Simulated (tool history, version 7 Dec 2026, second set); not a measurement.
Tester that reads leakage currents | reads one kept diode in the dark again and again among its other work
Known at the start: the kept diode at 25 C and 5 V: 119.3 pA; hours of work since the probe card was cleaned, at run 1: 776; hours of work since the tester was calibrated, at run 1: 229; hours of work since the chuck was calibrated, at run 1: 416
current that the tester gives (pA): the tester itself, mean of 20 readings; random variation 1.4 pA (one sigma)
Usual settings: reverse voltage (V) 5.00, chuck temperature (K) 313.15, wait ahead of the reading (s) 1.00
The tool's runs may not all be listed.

run,day,reverse voltage (V),chuck temperature (K),wait ahead of the reading (s),hours of work since the probe card was cleaned,hours of work since the tester was calibrated,hours of work since the chuck was calibrated,current that the tester gives (pA)
1,0.000,5.00,313.15,1.00,776,229,416,469.50
2,1.017,5.00,313.15,1.00,794,247,434,471.27
3,3.133,5.00,313.15,1.00,832,284,472,467.73
4,5.171,5.00,313.15,1.00,868,321,508,472.27
5,6.421,5.00,313.15,9.40,890,343,530,468.29
6,7.325,5.00,313.15,9.40,906,359,546,469.31
# day 8.850: chuck's temperature calibrated
7,9.154,1.28,313.15,9.40,937,390,5,253.05
8,10.071,5.00,313.15,1.00,953,406,22,471.84
9,11.933,5.00,313.15,1.00,987,439,55,469.88
10,13.471,5.00,309.15,1.00,1014,466,82,331.97
11,15.496,1.11,309.15,1.00,1050,502,118,167.77
# day 16.767: probe card cleaned and baked
12,17.262,1.11,309.15,1.00,9,531,147,167.93
13,18.671,1.11,309.15,1.00,34,556,172,167.87
14,20.279,1.11,309.15,1.00,62,585,201,166.83
15,21.812,1.09,313.15,1.00,90,612,228,236.95
16,23.358,7.29,313.15,1.00,117,640,255,560.56
17,24.908,2.56,313.15,1.00,145,667,283,347.68
18,26.400,2.59,313.15,1.00,171,694,309,350.79
19,27.646,2.59,313.15,1.00,193,716,331,349.28
20,29.008,2.59,313.15,1.00,217,740,356,352.19
21,30.742,2.59,313.15,1.00,248,771,386,350.25
22,32.333,5.55,322.15,3.51,276,799,415,1054.03
23,33.775,5.55,322.15,3.51,302,824,440,1054.44
24,35.588,5.55,322.15,1.02,334,857,472,1057.95
25,37.729,5.00,327.15,0.79,372,895,510,1507.64
26,39.188,2.03,308.15,8.69,398,920,536,201.46
# day 41.296: chuck's temperature calibrated
27,41.296,1.69,311.15,0.57,434,956,0,241.46
28,42.329,5.00,313.15,0.46,452,975,18,470.49
29,43.758,8.55,321.15,0.38,478,1000,44,1185.34
30,44.658,8.55,321.15,0.38,493,1016,60,1185.57
31,46.046,5.00,296.15,0.69,518,1041,84,100.05
32,47.067,5.00,313.15,0.69,536,1059,102,472.30
33,48.696,5.00,313.15,0.69,565,1088,131,472.49
34,50.412,19.57,296.15,3.99,596,1118,162,184.03
35,51.400,5.41,310.15,3.99,613,1136,179,373.81
36,52.579,3.48,313.15,1.00,634,1157,200,399.60
37,54.525,3.48,313.15,1.00,669,1191,235,400.07
38,56.354,18.85,313.15,0.43,701,1224,267,870.40
39,58.229,18.85,316.15,0.50,734,1257,300,1117.15

How the hidden state differs across the entries between the runs, from the last listed run before each to the first after it:
Between runs 6 and 7: chuck's temperature calibrated (day 8.850)
  stray current of the dirty probe card, pA a volt: 0.036 -> 0.037
Between runs 11 and 12: probe card cleaned and baked (day 16.767)
  stray current of the dirty probe card, pA a volt: 0.039 -> 0.02
Between runs 26 and 27: chuck's temperature calibrated (day 41.296)
  stray current of the dirty probe card, pA a volt: 0.027 -> 0.028
